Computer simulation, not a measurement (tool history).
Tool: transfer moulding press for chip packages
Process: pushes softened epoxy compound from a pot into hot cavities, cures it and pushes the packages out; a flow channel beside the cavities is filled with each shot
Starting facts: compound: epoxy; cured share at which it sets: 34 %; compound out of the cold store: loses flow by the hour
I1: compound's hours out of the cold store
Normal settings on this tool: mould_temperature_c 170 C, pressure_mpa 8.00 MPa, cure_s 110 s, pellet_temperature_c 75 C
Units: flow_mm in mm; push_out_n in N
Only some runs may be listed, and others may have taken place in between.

run 1 hour=0.0 | mould_temperature_c=170 pressure_mpa=8.00 cure_s=110 pellet_temperature_c=75 | I1=12.7 | flow_mm=918 push_out_n=202
run 2 hour=8.6 | mould_temperature_c=170 pressure_mpa=8.00 cure_s=110 pellet_temperature_c=75 | I1=32.8 | flow_mm=874 push_out_n=230
run 3 hour=24.9 | mould_temperature_c=170 pressure_mpa=8.00 cure_s=110 pellet_temperature_c=75 | I1=9.3 | flow_mm=923 push_out_n=269
run 4 hour=37.9 | mould_temperature_c=170 pressure_mpa=8.00 cure_s=110 pellet_temperature_c=75 | I1=14.7 | flow_mm=908 push_out_n=286
run 5 hour=46.9 | mould_temperature_c=174 pressure_mpa=8.00 cure_s=110 pellet_temperature_c=75 | I1=17.7 | flow_mm=884 push_out_n=282
-- hour=56.6 cavities cleaned with cleaning compound and waxed
run 6 hour=63.7 | mould_temperature_c=174 pressure_mpa=8.00 cure_s=110 pellet_temperature_c=75 | I1=27.7 | flow_mm=856 push_out_n=203
run 7 hour=77.8 | mould_temperature_c=174 pressure_mpa=8.00 cure_s=110 pellet_temperature_c=75 | I1=12.2 | flow_mm=887 push_out_n=242
run 8 hour=89.9 | mould_temperature_c=170 pressure_mpa=8.00 cure_s=110 pellet_temperature_c=75 | I1=10.3 | flow_mm=907 push_out_n=275
run 9 hour=101.6 | mould_temperature_c=170 pressure_mpa=8.00 cure_s=110 pellet_temperature_c=75 | I1=13.3 | flow_mm=908 push_out_n=291
-- hour=113.6 cavities cleaned with cleaning compound and waxed
run 10 hour=116.7 | mould_temperature_c=170 pressure_mpa=8.00 cure_s=110 pellet_temperature_c=75 | I1=41.0 | flow_mm=839 push_out_n=211
run 11 hour=127.6 | mould_temperature_c=170 pressure_mpa=8.00 cure_s=110 pellet_temperature_c=75 | I1=40.6 | flow_mm=841 push_out_n=244
run 12 hour=141.7 | mould_temperature_c=163 pressure_mpa=8.00 cure_s=110 pellet_temperature_c=75 | I1=24.7 | flow_mm=917 push_out_n=361
run 13 hour=150.7 | mould_temperature_c=170 pressure_mpa=7.86 cure_s=110 pellet_temperature_c=75 | I1=44.4 | flow_mm=826 push_out_n=278
run 14 hour=167.4 | mould_temperature_c=170 pressure_mpa=8.00 cure_s=110 pellet_temperature_c=66 | I1=13.1 | flow_mm=889 push_out_n=300
-- hour=170.1 cavities cleaned with cleaning compound and waxed
run 15 hour=184.5 | mould_temperature_c=173 pressure_mpa=7.60 cure_s=136 pellet_temperature_c=65 | I1=25.3 | flow_mm=838 push_out_n=233
run 16 hour=200.0 | mould_temperature_c=163 pressure_mpa=7.60 cure_s=114 pellet_temperature_c=79 | I1=44.0 | flow_mm=839 push_out_n=334
run 17 hour=208.4 | mould_temperature_c=162 pressure_mpa=8.00 cure_s=148 pellet_temperature_c=75 | I1=9.2 | flow_mm=929 push_out_n=294
run 18 hour=216.8 | mould_temperature_c=169 pressure_mpa=8.00 cure_s=110 pellet_temperature_c=66 | I1=33.2 | flow_mm=846 push_out_n=299
-- hour=226.1 cavities cleaned with cleaning compound and waxed
run 19 hour=232.1 | mould_temperature_c=169 pressure_mpa=8.00 cure_s=110 pellet_temperature_c=66 | I1=17.3 | flow_mm=877 push_out_n=230
run 20 hour=240.5 | mould_temperature_c=170 pressure_mpa=7.33 cure_s=102 pellet_temperature_c=75 | I1=18.5 | flow_mm=830 push_out_n=263
run 21 hour=249.2 | mould_temperature_c=170 pressure_mpa=7.33 cure_s=102 pellet_temperature_c=75 | I1=40.9 | flow_mm=780 push_out_n=271
run 22 hour=258.2 | mould_temperature_c=170 pressure_mpa=7.33 cure_s=145 pellet_temperature_c=66 | I1=21.0 | flow_mm=821 push_out_n=266
run 23 hour=269.8 | mould_temperature_c=170 pressure_mpa=7.33 cure_s=145 pellet_temperature_c=66 | I1=24.6 | flow_mm=807 push_out_n=261
-- hour=282.6 cavities cleaned with cleaning compound and waxed
run 24 hour=282.6 | mould_temperature_c=170 pressure_mpa=7.33 cure_s=145 pellet_temperature_c=66 | I1=31.5 | flow_mm=803 push_out_n=203
run 25 hour=292.7 | mould_temperature_c=170 pressure_mpa=7.33 cure_s=145 pellet_temperature_c=66 | I1=34.7 | flow_mm=786 push_out_n=223
-- hour=302.2 plunger's sealing rings changed
run 26 hour=304.9 | mould_temperature_c=170 pressure_mpa=7.33 cure_s=145 pellet_temperature_c=66 | I1=44.6 | flow_mm=827 push_out_n=240
run 27 hour=315.9 | mould_temperature_c=164 pressure_mpa=7.69 cure_s=95 pellet_temperature_c=75 | I1=36.6 | flow_mm=890 push_out_n=458
run 28 hour=330.7 | mould_temperature_c=164 pressure_mpa=7.69 cure_s=95 pellet_temperature_c=75 | I1=11.4 | flow_mm=938 push_out_n=509

Below are 5 alternative next runs, each starting from the tool's condition after run 28. Predict each:
run A hour=338.1 | mould_temperature_c=176 pressure_mpa=7.53 cure_s=110 pellet_temperature_c=70 | I1=18.8 | flow_mm=? push_out_n=?
run B hour=338.1 | mould_temperature_c=164 pressure_mpa=7.69 cure_s=105 pellet_temperature_c=75 | I1=29.9 | flow_mm=? push_out_n=?
run C hour=338.1 | mould_temperature_c=165 pressure_mpa=9.67 cure_s=131 pellet_temperature_c=75 | I1=15.7 | flow_mm=? push_out_n=?
run D hour=338.1 | mould_temperature_c=170 pressure_mpa=8.10 cure_s=98 pellet_temperature_c=70 | I1=33.4 | flow_mm=? push_out_n=?
run E hour=338.1 | mould_temperature_c=170 pressure_mpa=8.00 cure_s=142 pellet_temperature_c=75 | I1=22.8 | flow_mm=? push_out_n=?

run=A flow_mm=858 push_out_n=291
run=B flow_mm=892 push_out_n=417
run=C flow_mm=1044 push_out_n=312
run=D flow_mm=885 push_out_n=336
run=E flow_mm=898 push_out_n=279
Had the tool no hidden state, the same runs would have come out as:
run=A flow_mm=869 push_out_n=202
run=B flow_mm=904 push_out_n=304
run=C flow_mm=1057 push_out_n=221
run=D flow_mm=896 push_out_n=241
run=E flow_mm=909 push_out_n=193
